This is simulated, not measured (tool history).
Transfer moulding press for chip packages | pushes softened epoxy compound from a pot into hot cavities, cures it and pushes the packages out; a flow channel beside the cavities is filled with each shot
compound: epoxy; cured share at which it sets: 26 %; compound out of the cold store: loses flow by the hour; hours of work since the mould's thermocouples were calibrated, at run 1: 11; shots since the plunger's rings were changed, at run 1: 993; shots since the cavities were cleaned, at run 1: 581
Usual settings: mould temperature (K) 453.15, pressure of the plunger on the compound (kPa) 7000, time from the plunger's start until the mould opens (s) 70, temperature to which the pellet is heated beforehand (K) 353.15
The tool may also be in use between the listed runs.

run,hour,mould temperature (K),pressure of the plunger on the compound (kPa),time from the plunger's start until the mould opens (s),temperature to which the pellet is heated beforehand (K),hours of work since the mould's thermocouples were calibrated,shots since the plunger's rings were changed,shots since the cavities were cleaned,incoming compound's hours out of the cold store,length that the compound runs in the flow channel (mm),greatest force on the pins that push the packages out (N)
1,0,453.15,7000,70,353.15,11,993,581,25.6,583,435
# hour 8.1: cavities cleaned with cleaning compound and waxed
2,24,453.15,7000,70,353.15,25,1327,236,25.8,578,426
3,50.3,453.15,7000,70,353.15,42,1718,627,38.8,531,405
# hour 56.3: cavities cleaned with cleaning compound and waxed
4,75.5,453.15,7000,70,353.15,57,2069,285,35.5,541,407
5,100.1,453.15,7000,70,353.15,73,2434,650,13,640,449
# hour 103.4: cavities cleaned with cleaning compound and waxed
6,115.9,453.15,7000,52,353.15,82,2646,185,12.5,639,893
7,143.3,453.15,7000,52,353.15,100,3053,592,21.6,600,875
# hour 151.8: cavities cleaned with cleaning compound and waxed
8,168.2,453.15,7000,52,353.15,115,3399,242,18.2,605,894
9,180,453.15,7000,70,353.15,123,3575,418,17.1,609,458
# hour 199.2: cavities cleaned with cleaning compound and waxed
10,205.7,453.15,7000,70,353.15,138,3933,96,12.2,639,434
11,234.2,453.15,7000,70,353.15,157,4357,520,36.4,536,423
# hour 246.2: cavities cleaned with cleaning compound and waxed
12,255.9,453.15,5750,70,353.15,170,4656,144,19.8,546,421
13,284.9,453.15,5750,100,353.15,188,5086,574,47.7,442,317
# hour 294.5: cavities cleaned with cleaning compound and waxed
14,310.1,445.15,5850,78,348.15,204,5437,231,30.2,524,568
15,321.9,450.15,5520,70,353.15,211,5613,407,13.8,569,536
16,336.2,456.15,7860,74,348.15,221,5825,619,45.3,529,333
# hour 342.3: cavities cleaned with cleaning compound and waxed
17,362.3,456.15,6620,74,348.15,236,6189,297,33.8,524,362
# hour 389.3: cavities cleaned with cleaning compound and waxed
18,391.6,450.15,6620,74,348.15,254,6602,34,46.2,498,449
19,415.1,445.15,6170,97,350.15,269,6950,382,33.1,535,400
# hour 420.1: plunger's sealing rings changed
# hour 440: cavities cleaned with cleaning compound and waxed
20,447.5,445.15,6170,97,350.15,288,383,111,40.6,505,377
21,461.1,455.15,7580,57,351.15,297,585,313,42.8,532,553
# hour 488.4: cavities cleaned with cleaning compound and waxed
22,491.4,456.15,7850,56,355.15,315,1012,44,26,608,554
23,513.1,456.15,7850,56,355.15,329,1334,366,46.3,517,513
24,531.7,456.15,5530,90,354.15,341,1610,642,43.7,452,334

Forecast each of these 5 alternatives for the next run:
# hour 535.5: cavities cleaned with cleaning compound and waxed
A,558.4,453.15,7000,70,361.15,357,1984,340,9.9,?,?
# hour 535.5: cavities cleaned with cleaning compound and waxed
B,558.4,459.15,8220,90,359.15,357,1984,340,24.8,?,?
# hour 535.5: cavities cleaned with cleaning compound and waxed
C,558.4,453.15,7000,109,353.15,357,1984,340,21,?,?
# hour 535.5: cavities cleaned with cleaning compound and waxed
D,558.4,453.15,7800,96,353.15,357,1984,340,35.2,?,?
# hour 535.5: cavities cleaned with cleaning compound and waxed
E,558.4,447.15,7560,52,354.15,357,1984,340,33.1,?,?

run,length that the compound runs in the flow channel (mm),greatest force on the pins that push the packages out (N)
A,646,439
B,616,311
C,592,325
D,577,335
E,585,1107
Without the tool's hidden state the same runs would have given:
run,length that the compound runs in the flow channel (mm),greatest force on the pins that push the packages out (N)
A,647,434
B,616,308
C,593,322
D,578,332
E,586,1095

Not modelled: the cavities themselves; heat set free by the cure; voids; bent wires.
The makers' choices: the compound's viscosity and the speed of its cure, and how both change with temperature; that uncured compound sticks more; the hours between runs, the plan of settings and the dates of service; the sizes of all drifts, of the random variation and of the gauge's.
